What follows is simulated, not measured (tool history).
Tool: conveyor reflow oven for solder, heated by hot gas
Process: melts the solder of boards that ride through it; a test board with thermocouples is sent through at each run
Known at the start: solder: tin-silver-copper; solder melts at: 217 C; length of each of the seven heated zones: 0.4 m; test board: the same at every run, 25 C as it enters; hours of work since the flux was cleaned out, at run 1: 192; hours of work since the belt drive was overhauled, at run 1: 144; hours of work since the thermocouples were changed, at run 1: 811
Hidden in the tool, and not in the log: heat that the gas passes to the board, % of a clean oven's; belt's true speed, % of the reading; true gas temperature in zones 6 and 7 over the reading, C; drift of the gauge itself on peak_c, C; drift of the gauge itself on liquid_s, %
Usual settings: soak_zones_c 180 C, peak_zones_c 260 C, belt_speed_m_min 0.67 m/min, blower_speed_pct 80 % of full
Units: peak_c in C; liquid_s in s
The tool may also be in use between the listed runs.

run     day  soak_zones_c  peak_zones_c  belt_speed_m_min  blower_speed_pct  hours of work since the flux was cleaned out  hours of work since the belt drive was overhauled  hours of work since the thermocouples were changed  peak_c  liquid_s
  1       0           180           260              0.67                80                                           192                                                144                                                 811   249.8      54.1
  2   2.879           180           260              0.67                80                                           224                                                176                                                 843   249.2      54.4
  3    5.15           180           260              0.67                80                                           249                                                201                                                 868   249.1      54.4
  4   6.796           180           260              0.67                60                                           268                                                219                                                 886   246.5      51.4
  5   9.779           180           260              0.67                80                                           301                                                252                                                 919     249      54.5
  6  11.183           180           260             0.541                80                                           316                                                268                                                 935   254.3      73.7
     12.717  -- flux residue cleaned out of gas plates and filters
  7  14.375           180           260             0.541                78                                            18                                                301                                                 968   255.3        74
  8  15.975           180           260             0.541                78                                            36                                                319                                                 986     255      74.2
  9  17.833           173           260             0.541                78                                            57                                                339                                                1006   254.4      70.7
 10  19.471           173           260             0.541                78                                            75                                                357                                                1025   254.2        71
     20.383  -- thermocouples of zones 6 and 7 changed
 11  22.692           173           260             0.626                78                                           110                                                392                                                  26   248.7      55.9
 12  25.825           173           260             0.626                78                                           144                                                427                                                  60   248.8      55.8
 13  28.075           173           260             0.626                78                                           169                                                452                                                  85   248.3      55.5
 14  30.871           180           260             0.602                80                                           200                                                483                                                 116   250.3      62.5
 15  33.292           192           260              0.67                80                                           227                                                510                                                 143   249.7      60.2
 16  35.321           180           260              0.67                50                                           250                                                532                                                 166     243      47.1
 17  37.967           181           259              0.67                80                                           279                                                561                                                 195   247.1      54.2
 18  40.979           181           259              0.67                80                                           312                                                595                                                 228   247.1      53.4
 19  42.408           193           261             0.628                51                                           328                                                611                                                 244   248.5      62.9
     42.858  -- flux residue cleaned out of gas plates and filters
 20  44.204           188           249              0.67                80                                            15                                                628                                                 262   240.2      52.2
 21    47.3           188           249              0.67                80                                            49                                                663                                                 296   240.2      52.1
 22  49.733           175           253              0.67                54                                            76                                                690                                                 323   238.1      41.4
 23  52.296           175           253              0.67                54                                           105                                                718                                                 351   237.9      41.3
 24  55.396           190           262             0.593                56                                           139                                                752                                                 386   252.2      69.3
 25  57.492           171           260              0.67                80                                           162                                                776                                                 409   247.8      50.7
 26  60.629           174           260             0.765                82                                           197                                                810                                                 444   244.3      41.6
 27  63.038           182           260             0.765                64                                           224                                                837                                                 470   242.9      42.6
 28   65.35           180           260              0.67                72                                           249                                                863                                                 496   247.7      53.8
 29  67.458           169           264              0.67                71                                           273                                                886                                                 519   249.4      50.8
 30  69.758           180           260              0.67                78                                           298                                                912                                                 545   248.8      55.4

5 ways to go on from here, each from the tool as it stands after run 30. What would each give?
  A  71.696           180           266             0.617                78                                           320                                                933                                                 566       ?         ?
  B  71.696           180           260              0.67                67                                           320                                                933                                                 566       ?         ?
  C  71.696           166           260              0.67                87                                           320                                                933                                                 566       ?         ?
  D  71.696           180           259              0.67                78                                           320                                                933                                                 566       ?         ?
  E  71.696           180           260             0.775                70                                           320                                                933                                                 566       ?         ?

run  peak_c  liquid_s
  A   256.3      65.4
  B   247.2      52.2
  C   247.5      49.3
  D   247.4      54.4
  E   243.4      41.8
Without the tool's hidden state the same runs would have given:
run  peak_c  liquid_s
  A   255.2      63.6
  B   246.1      50.6
  C   246.7        48
  D   246.4      52.8
  E   242.6      40.6
